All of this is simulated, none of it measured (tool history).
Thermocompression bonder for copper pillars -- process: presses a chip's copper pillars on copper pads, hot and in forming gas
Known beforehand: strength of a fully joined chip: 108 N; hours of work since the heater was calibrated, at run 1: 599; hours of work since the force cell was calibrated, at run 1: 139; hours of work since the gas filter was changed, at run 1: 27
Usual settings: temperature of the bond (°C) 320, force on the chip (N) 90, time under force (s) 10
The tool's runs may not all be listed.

run	day	temperature of the bond (°C)	force on the chip (N)	time under force (s)	hours of work since the heater was calibrated	hours of work since the force cell was calibrated	hours of work since the gas filter was changed	force that shears a chip off (N)
1	0	320	90	10	599	139	27	39.9
2	1.462	345	90	10	625	165	53	49
3	2.488	345	90	10	643	183	71	49.2
4	3.292	345	90	10	657	197	85	48.9
5	4.383	345	90	10	677	216	104	48.6
6	5.817	345	90	10	702	241	130	49
# day 6.317: heater calibrated with a thermocouple chip
# day 6.829: forming gas filter changed
7	6.829	320	90	8	9	257	0	36.9
8	7.925	348	90	10	28	277	19	49.6
9	8.8	322	90	10	43	292	35	40.4
10	9.912	319	90	10	63	312	54	39.7
11	11.171	319	95	15	85	334	77	48.5
12	12.992	319	95	15	117	366	109	47.8
13	14.925	304	63	20	151	400	143	36.2
# day 15.1: forming gas filter changed
14	16.733	296	90	10	183	432	29	32.2
15	18.038	320	65	7	206	455	52	27.9

How the hidden state differs across the entries between the runs, from the last listed run before each to the first after it:
From run 6 to run 7: heater calibrated with a thermocouple chip (day 6.317); forming gas filter changed (day 6.829)
  true temperature of the bond over the reading, C: -0.3 -> 0; oxide that the forming gas leaves, % of the face: 0.62 -> 0.51
From run 13 to run 14: forming gas filter changed (day 15.1)
  oxide that the forming gas leaves, % of the face: 0.66 -> 0.53

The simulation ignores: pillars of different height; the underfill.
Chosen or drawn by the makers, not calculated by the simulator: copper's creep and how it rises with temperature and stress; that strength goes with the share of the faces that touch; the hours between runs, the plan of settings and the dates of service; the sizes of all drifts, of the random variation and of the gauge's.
